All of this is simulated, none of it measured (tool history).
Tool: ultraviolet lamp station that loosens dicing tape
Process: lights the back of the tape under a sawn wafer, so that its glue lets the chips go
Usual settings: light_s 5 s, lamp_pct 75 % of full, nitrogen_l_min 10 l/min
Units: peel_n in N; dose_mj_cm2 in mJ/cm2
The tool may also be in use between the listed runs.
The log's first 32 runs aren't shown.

Run 33, hour 1908.3: usual settings but light_s 4 s, lamp_pct 66 % of full. Result: peel_n 1.033 N, dose_mj_cm2 203 mJ/cm2.
At hour 1922.4: window cleaned of glue's vapour.
Run 34, hour 1956.8: usual settings but light_s 4 s, lamp_pct 66 % of full. Result: peel_n 0.927 N, dose_mj_cm2 204 mJ/cm2.
Run 35, hour 1998.3: usual settings but light_s 3 s, lamp_pct 87 % of full. Result: peel_n 0.936 N, dose_mj_cm2 199 mJ/cm2.
Run 36, hour 2073.9: usual settings but light_s 9 s, lamp_pct 63 % of full. Result: peel_n 0.272 N, dose_mj_cm2 433 mJ/cm2.
Run 37, hour 2123.6: usual settings but light_s 9 s, lamp_pct 63 % of full. Result: peel_n 0.282 N, dose_mj_cm2 437 mJ/cm2.
Run 38, hour 2189.8: usual settings but light_s 4 s. Result: peel_n 0.807 N, dose_mj_cm2 229 mJ/cm2.
Run 39, hour 2232.6: usual settings but light_s 8 s, nitrogen_l_min 7 l/min. Result: peel_n 0.284 N, dose_mj_cm2 451 mJ/cm2.
Run 40, hour 2267.3: usual settings but light_s 3 s. Result: peel_n 1.256 N, dose_mj_cm2 170 mJ/cm2.
Run 41, hour 2303.7: usual settings but lamp_pct 74 % of full. Result: peel_n 0.6 N, dose_mj_cm2 273 mJ/cm2.
Run 42, hour 2356.4: usual settings but lamp_pct 74 % of full. Result: peel_n 0.631 N, dose_mj_cm2 269 mJ/cm2.

4 ways to go on from here, each from the tool as it stands after run 42. What would each give?
Run A, hour 2405.9: usual settings but lamp_pct 77 % of full. Result: peel_n ?, dose_mj_cm2 ?.
Run B, hour 2405.9: usual settings but lamp_pct 74 % of full, nitrogen_l_min 19 l/min. Result: peel_n ?, dose_mj_cm2 ?.
Run C, hour 2405.9: usual settings but light_s 6 s, lamp_pct 66 % of full, nitrogen_l_min 3 l/min. Result: peel_n ?, dose_mj_cm2 ?.
Run D, hour 2405.9: usual settings but light_s 3 s, lamp_pct 94 % of full, nitrogen_l_min 18 l/min. Result: peel_n ?, dose_mj_cm2 ?.

run  peel_n  dose_mj_cm2
  A   0.574          280
  B   0.517          269
  C   0.851          289
  D   0.832          207
Without the tool's hidden state the same runs would have given:
run  peel_n  dose_mj_cm2
  A   0.367          361
  B   0.332          347
  C   0.572          373
  D   0.552          267

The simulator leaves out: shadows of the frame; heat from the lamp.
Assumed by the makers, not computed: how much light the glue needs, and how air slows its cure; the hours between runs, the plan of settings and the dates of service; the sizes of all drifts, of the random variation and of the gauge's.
